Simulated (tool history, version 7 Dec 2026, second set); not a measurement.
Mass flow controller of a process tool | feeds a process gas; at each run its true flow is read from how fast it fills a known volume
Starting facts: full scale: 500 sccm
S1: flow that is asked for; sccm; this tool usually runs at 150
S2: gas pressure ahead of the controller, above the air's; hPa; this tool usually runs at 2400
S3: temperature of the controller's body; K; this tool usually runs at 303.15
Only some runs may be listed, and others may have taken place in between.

Run 1, hour 0: usual settings. Result: true flow (%) 99.34.
Run 2, hour 99.1: usual settings. Result: true flow (%) 99.39.
Run 3, hour 169.5: usual settings. Result: true flow (%) 99.32.
Run 4, hour 269.8: usual settings but S1 92 sccm. Result: true flow (%) 99.84.
Run 5, hour 349.6: usual settings but S1 117 sccm. Result: true flow (%) 99.61.
Run 6, hour 422.3: usual settings but S1 117 sccm. Result: true flow (%) 99.67.
Run 7, hour 513: usual settings but S1 117 sccm. Result: true flow (%) 99.68.
Run 8, hour 607.3: usual settings but S1 117 sccm. Result: true flow (%) 99.67.
Run 9, hour 660.6: usual settings. Result: true flow (%) 99.46.
Run 10, hour 743.7: usual settings. Result: true flow (%) 99.46.
Run 11, hour 796.9: usual settings. Result: true flow (%) 99.37.
Run 12, hour 906.2: usual settings but S2 2290 hPa. Result: true flow (%) 99.48.
Run 13, hour 1018.7: usual settings but S2 2290 hPa. Result: true flow (%) 99.49.
Run 14, hour 1117.2: usual settings but S2 2290 hPa. Result: true flow (%) 99.45.
Run 15, hour 1180.1: usual settings but S2 2290 hPa. Result: true flow (%) 99.44.
Run 16, hour 1301: usual settings but S2 2290 hPa. Result: true flow (%) 99.43.
Run 17, hour 1384.9: usual settings but S2 2290 hPa. Result: true flow (%) 99.51.
Run 18, hour 1435: usual settings but S1 118 sccm, S2 2530 hPa. Result: true flow (%) 99.59.
Run 19, hour 1545.7: usual settings but S2 1720 hPa. Result: true flow (%) 99.95.
Run 20, hour 1597.1: usual settings but S1 73 sccm, S2 1720 hPa. Result: true flow (%) 101.16.
Run 21, hour 1696.1: usual settings but S1 433 sccm, S2 1540 hPa. Result: true flow (%) 99.41.
Run 22, hour 1807.5: usual settings but S1 433 sccm, S2 1540 hPa. Result: true flow (%) 99.57.
Run 23, hour 1917.4: usual settings but S1 53 sccm, S2 1540 hPa, S3 297.15 K. Result: true flow (%) 103.05.
Run 24, hour 2026.6: usual settings but S1 53 sccm, S2 1540 hPa, S3 297.15 K. Result: true flow (%) 103.1.
Run 25, hour 2100.4: usual settings but S1 173 sccm, S2 1700 hPa, S3 294.15 K. Result: true flow (%) 100.85.
Run 26, hour 2166.4: usual settings but S1 173 sccm, S2 1700 hPa, S3 294.15 K. Result: true flow (%) 100.89.
Run 27, hour 2273.9: usual settings but S1 331 sccm, S2 2120 hPa. Result: true flow (%) 99.22.
Run 28, hour 2331.6: usual settings but S3 312.15 K. Result: true flow (%) 98.32.
Run 29, hour 2436.1: usual settings but S3 312.15 K. Result: true flow (%) 98.45.
Run 30, hour 2540.2: usual settings but S1 193 sccm, S2 2450 hPa. Result: true flow (%) 99.25.
Run 31, hour 2659.7: usual settings but S1 55 sccm, S2 2070 hPa. Result: true flow (%) 102.23.

Some steps in true flow (%) between neighbouring runs. How much of each would the tool show without its hidden state too (settings, what came in, random variation), and how much is left for the hidden state, with any gauge scatter that isn't in both results?
Hidden state present: flow at rest that the sensor doesn't see, % of full scale; true flow over the shown one, %; drift of the gauge itself on true_pct, %.
Run 22 -> 23: S1 433 -> 53, S3 303.15 -> 297.15. true flow (%) +3.48: hidden state +3.15, all else +0.33.
Run 24 -> 25: S1 53 -> 173, S2 1540 -> 1700, S3 297.15 -> 294.15. true flow (%) -2.25: hidden state -2.56, all else +0.31.
Run 30 -> 31: S1 193 -> 55, S2 2450 -> 2070. true flow (%) +2.98: hidden state +2.84, all else +0.14.
